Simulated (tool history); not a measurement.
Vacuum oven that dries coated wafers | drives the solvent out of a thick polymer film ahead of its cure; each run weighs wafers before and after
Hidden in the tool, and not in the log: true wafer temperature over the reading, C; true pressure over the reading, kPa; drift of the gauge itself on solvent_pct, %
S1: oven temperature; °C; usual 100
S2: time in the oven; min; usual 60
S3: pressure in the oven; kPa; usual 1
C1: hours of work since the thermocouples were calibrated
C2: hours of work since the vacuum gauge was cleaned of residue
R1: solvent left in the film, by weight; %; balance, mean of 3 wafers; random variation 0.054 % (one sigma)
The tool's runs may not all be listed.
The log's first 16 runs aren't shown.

-- day=61.129 oven's thermocouples calibrated
run 17 day=61.304 | S1=100 S2=60 S3=1.31 | C1=3 C2=1523 | R1=2.42
run 18 day=66.288 | S1=95 S2=60 S3=0.59 | C1=91 C2=1611 | R1=3.15
run 19 day=70.65 | S1=101 S2=98 S3=0.9 | C1=167 C2=1687 | R1=1.02
run 20 day=74.617 | S1=101 S2=86 S3=0.9 | C1=237 C2=1757 | R1=1.37
run 21 day=77.8 | S1=101 S2=86 S3=0.9 | C1=293 C2=1813 | R1=1.42
run 22 day=81.15 | S1=101 S2=86 S3=0.9 | C1=351 C2=1871 | R1=1.33
run 23 day=86.238 | S1=101 S2=86 S3=0.9 | C1=441 C2=1961 | R1=1.42
run 24 day=91.021 | S1=87 S2=61 S3=0.9 | C1=525 C2=2045 | R1=5.26
run 25 day=93.929 | S1=87 S2=61 S3=0.9 | C1=576 C2=2096 | R1=5.29
run 26 day=97.2 | S1=87 S2=61 S3=0.9 | C1=633 C2=2153 | R1=5.26
run 27 day=102.462 | S1=87 S2=61 S3=0.9 | C1=726 C2=2246 | R1=5.49
run 28 day=107.629 | S1=87 S2=61 S3=0.9 | C1=816 C2=2336 | R1=5.58
-- day=109.108 oven's thermocouples calibrated
run 29 day=112.638 | S1=87 S2=61 S3=0.9 | C1=62 C2=2423 | R1=5.01
run 30 day=116.996 | S1=87 S2=61 S3=0.9 | C1=139 C2=2499 | R1=5.1
run 31 day=122.179 | S1=114 S2=61 S3=0.9 | C1=230 C2=2591 | R1=0.8
run 32 day=127.088 | S1=87 S2=38 S3=0.9 | C1=316 C2=2677 | R1=6.79
-- day=130.567 vacuum gauge cleaned of residue and calibrated
run 33 day=131.438 | S1=100 S2=60 S3=0.82 | C1=391 C2=15 | R1=2.21
run 34 day=136.683 | S1=100 S2=60 S3=0.82 | C1=483 C2=107 | R1=2.25

Forecast each of these 4 alternatives for the next run:
run A day=140.754 | S1=100 S2=60 S3=0.75 | C1=555 C2=179 | R1=?
run B day=140.754 | S1=91 S2=71 S3=2.14 | C1=555 C2=179 | R1=?
run C day=140.754 | S1=103 S2=81 S3=0.51 | C1=555 C2=179 | R1=?
run D day=140.754 | S1=99 S2=42 S3=3.6 | C1=555 C2=179 | R1=?

run=A R1=2.22
run=B R1=4.01
run=C R1=0.88
run=D R1=4.66
Without the tool's hidden state the same runs would have given:
run=A R1=2.02
run=B R1=3.75
run=C R1=0.76
run=D R1=4.41

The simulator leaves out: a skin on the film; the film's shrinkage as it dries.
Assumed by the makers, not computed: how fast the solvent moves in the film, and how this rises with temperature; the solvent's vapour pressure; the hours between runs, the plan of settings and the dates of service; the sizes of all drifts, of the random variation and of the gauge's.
